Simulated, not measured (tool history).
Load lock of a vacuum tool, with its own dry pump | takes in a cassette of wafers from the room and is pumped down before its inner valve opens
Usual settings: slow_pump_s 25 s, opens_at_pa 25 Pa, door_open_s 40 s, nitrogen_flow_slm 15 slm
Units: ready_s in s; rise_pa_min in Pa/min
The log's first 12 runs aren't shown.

run	hour	slow_pump_s	opens_at_pa	door_open_s	nitrogen_flow_slm	hours that the pump has run since its overhaul	times that the door has closed on its seal	incoming humidity of the room's air, %	ready_s	rise_pa_min
13	1297.0	25	25	35	15	10731	2069	43.8	41.9	0.034
14	1370.9	22	25	35	15	10805	2145	43.0	40.1	0.029
15	1456.6	25	25	40	15	10890	2234	48.9	42.3	0.041
16	1606.7	25	25	40	15	11040	2389	46.0	42.3	0.039
# hour 1651.8: dry pump taken out, an overhauled one fitted
17	1704.6	25	25	40	15	53	2483	45.3	40.1	0.035
18	1851.2	25	39	40	15	199	2635	45.4	39.4	0.038
19	1958.0	25	39	40	15	306	2745	45.0	39.2	0.038
20	2065.9	20	18	97	15	414	2856	43.6	37.1	0.057
21	2159.5	20	18	97	15	508	2953	47.3	37.5	0.056
22	2263.1	23	40	40	7	611	3060	45.3	37.4	0.056
23	2409.5	23	40	40	7	758	3211	47.7	37.0	0.052
24	2505.2	23	40	40	7	853	3309	42.9	37.8	0.055
25	2575.7	23	40	40	7	924	3382	46.4	37.5	0.052
26	2724.0	23	21	30	18	1072	3535	42.5	39.2	0.035
27	2795.4	25	22	115	9	1144	3609	45.7	40.7	0.081
28	2867.4	40	25	40	7	1216	3683	42.0	52.5	0.056
29	3020.2	40	25	40	7	1368	3840	47.8	52.4	0.056
30	3144.4	40	25	40	7	1493	3969	45.1	52.1	0.059
31	3249.9	40	25	40	7	1598	4077	45.7	52.8	0.062
32	3391.4	37	25	43	20	1740	4223	45.8	50.2	0.050
33	3457.0	37	25	43	20	1805	4291	43.2	49.7	0.050
34	3610.9	37	25	43	20	1959	4450	48.2	50.0	0.053

The next listed run, before its measurement:
35	3752.3	25	19	40	15	2101	4596	44.8	?	?

ready_s: 41.1 s
rise_pa_min: 0.048 Pa/min
Without the tool's hidden state the same run would have given ready_s 40.5 s, rise_pa_min 0.024 Pa/min.

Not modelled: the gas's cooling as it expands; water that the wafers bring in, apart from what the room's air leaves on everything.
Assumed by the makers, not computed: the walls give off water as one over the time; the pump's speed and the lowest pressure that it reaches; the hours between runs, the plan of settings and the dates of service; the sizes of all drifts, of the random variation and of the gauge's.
